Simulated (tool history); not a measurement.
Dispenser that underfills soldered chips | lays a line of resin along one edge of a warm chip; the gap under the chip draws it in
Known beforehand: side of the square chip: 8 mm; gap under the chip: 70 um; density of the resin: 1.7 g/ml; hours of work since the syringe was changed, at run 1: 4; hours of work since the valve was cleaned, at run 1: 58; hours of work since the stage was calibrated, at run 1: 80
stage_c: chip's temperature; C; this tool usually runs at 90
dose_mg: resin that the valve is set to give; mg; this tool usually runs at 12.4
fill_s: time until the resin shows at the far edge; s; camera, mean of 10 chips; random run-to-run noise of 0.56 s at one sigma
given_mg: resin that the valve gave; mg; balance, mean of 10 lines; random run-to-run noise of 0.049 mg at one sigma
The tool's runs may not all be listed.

run    day  stage_c  dose_mg  hours of work since the syringe was changed  hours of work since the valve was cleaned  hours of work since the stage was calibrated  fill_s  given_mg
  1  0.000       90     12.4                                            4                                         58                                            80    62.1     12.14
  2  0.096       90     12.4                                            5                                         59                                            81    69.8     12.07
     0.171  -- new syringe of resin
  3  0.212       90     12.4                                            1                                         61                                            82    48.3     12.06
  4  0.358       91     12.4                                            3                                         63                                            85    55.0     12.05
  5  0.562       80     12.4                                            6                                         66                                            88   113.4     11.97
     0.617  -- new syringe of resin
  6  0.725       80     12.4                                            2                                         68                                            90    83.2     12.09
  7  0.838       90     12.4                                            3                                         70                                            91    58.3     12.00
  8  1.008       90     12.4                                            6                                         72                                            94    70.1     11.95
     1.067  -- new syringe of resin
  9  1.125       90     12.4                                            1                                         74                                            95    48.5     11.93
 10  1.225       90     12.4                                            2                                         75                                            97    54.1     11.89
 11  1.425       90     11.7                                            5                                         78                                           100    68.3     11.31
     1.508  -- new syringe of resin
 12  1.542       90     11.7                                            0                                         80                                           101    48.4     11.22
 13  1.658       90     11.7                                            2                                         81                                           103    54.9     11.26
 14  1.808       78     15.2                                            4                                         83                                           105   111.2     14.58
 15  1.900       78     15.2                                            6                                         85                                           106   120.0     14.64
     1.950  -- new syringe of resin
 16  2.021       93     11.1                                            1                                         86                                           108    44.6     10.66
 17  2.154      105     11.4                                            3                                         88                                           110    30.1     10.88
 18  2.271       80     11.0                                            5                                         90                                           112   106.2     10.45
     2.392  -- new syringe of resin
 19  2.454       79     12.0                                            1                                         93                                           114    84.0     11.50
 20  2.646       92     12.4                                            4                                         95                                           117    55.4     11.80
 21  2.738       87     15.2                                            5                                         97                                           118    76.6     14.43
     2.829  -- new syringe of resin
 22  2.950       82     12.4                                            2                                         99                                           121    75.9     11.78
 23  3.146       84     15.8                                            5                                        102                                           124    84.4     15.03
     3.283  -- new syringe of resin
 24  3.342       80     10.6                                            1                                        105                                           127    79.8     10.00

Below, each run's measurement less what the same run would have read without the hidden state. Both values contain the same run-to-run variation, but the gauge's scatter may not be the same in both:
Hidden conditions of the tool in this case: resin's viscosity, % of fresh resin's; dose that the valve gives, % of what is set; true chip temperature over the reading, C; drift of the gauge itself on fill_s, %; drift of the gauge itself on given_mg, %.
run  fill_s  given_mg
  1   +14.2     -0.35
  2   +21.0     -0.35
  3    +0.7     -0.36
  4    +8.4     -0.38
  5   +35.7     -0.39
  6    +7.2     -0.40
  7   +11.1     -0.42
  8   +22.8     -0.43
  9    +1.0     -0.44
 10    +6.5     -0.45
 11   +19.7     -0.44
 12    +0.5     -0.45
 13    +7.1     -0.46
 14   +27.6     -0.61
 15   +38.2     -0.62
 16    +2.2     -0.47
 17    +5.4     -0.49
 18   +28.6     -0.47
 19    +3.9     -0.54
 20   +12.2     -0.57
 21   +22.0     -0.70
 22    +8.0     -0.59
 23   +22.8     -0.78
 24    +3.6     -0.54
